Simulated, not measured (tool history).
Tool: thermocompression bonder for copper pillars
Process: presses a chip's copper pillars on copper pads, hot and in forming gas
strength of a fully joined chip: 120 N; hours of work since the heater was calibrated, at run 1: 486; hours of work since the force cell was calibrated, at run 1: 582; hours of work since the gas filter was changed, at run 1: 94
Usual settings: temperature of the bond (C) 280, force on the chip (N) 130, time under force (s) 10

run	hour	temperature of the bond (C)	force on the chip (N)	time under force (s)	hours of work since the heater was calibrated	hours of work since the force cell was calibrated	hours of work since the gas filter was changed	force that shears a chip off (N)
1	0.0	280	130	10	486	582	94	73.8
2	19.1	280	130	10	497	592	104	73.1
3	48.4	280	130	10	512	608	120	73.0
# hour 76.5: heater calibrated with a thermocouple chip
4	79.0	280	130	10	1	623	135	81.0
5	109.5	280	130	10	18	640	152	80.4
6	125.8	280	163	10	27	649	160	91.4
7	149.7	280	91	10	39	662	173	61.4
8	169.2	280	91	10	50	672	184	61.5
9	198.1	280	98	25	65	688	199	84.6
10	212.5	280	98	25	73	695	207	84.4
11	227.8	292	118	5	81	704	215	68.1

3 ways to go on from here, each from the tool as it stands after run 11. What would each give?
A	251.0	297	118	5	94	716	228	?
B	251.0	258	130	10	94	716	228	?
C	251.0	280	130	16	94	716	228	?

run	force that shears a chip off (N)
A	71.3
B	62.4
C	89.1
Without the tool's hidden state the same runs would have given:
run	force that shears a chip off (N)
A	70.2
B	61.5
C	88.4
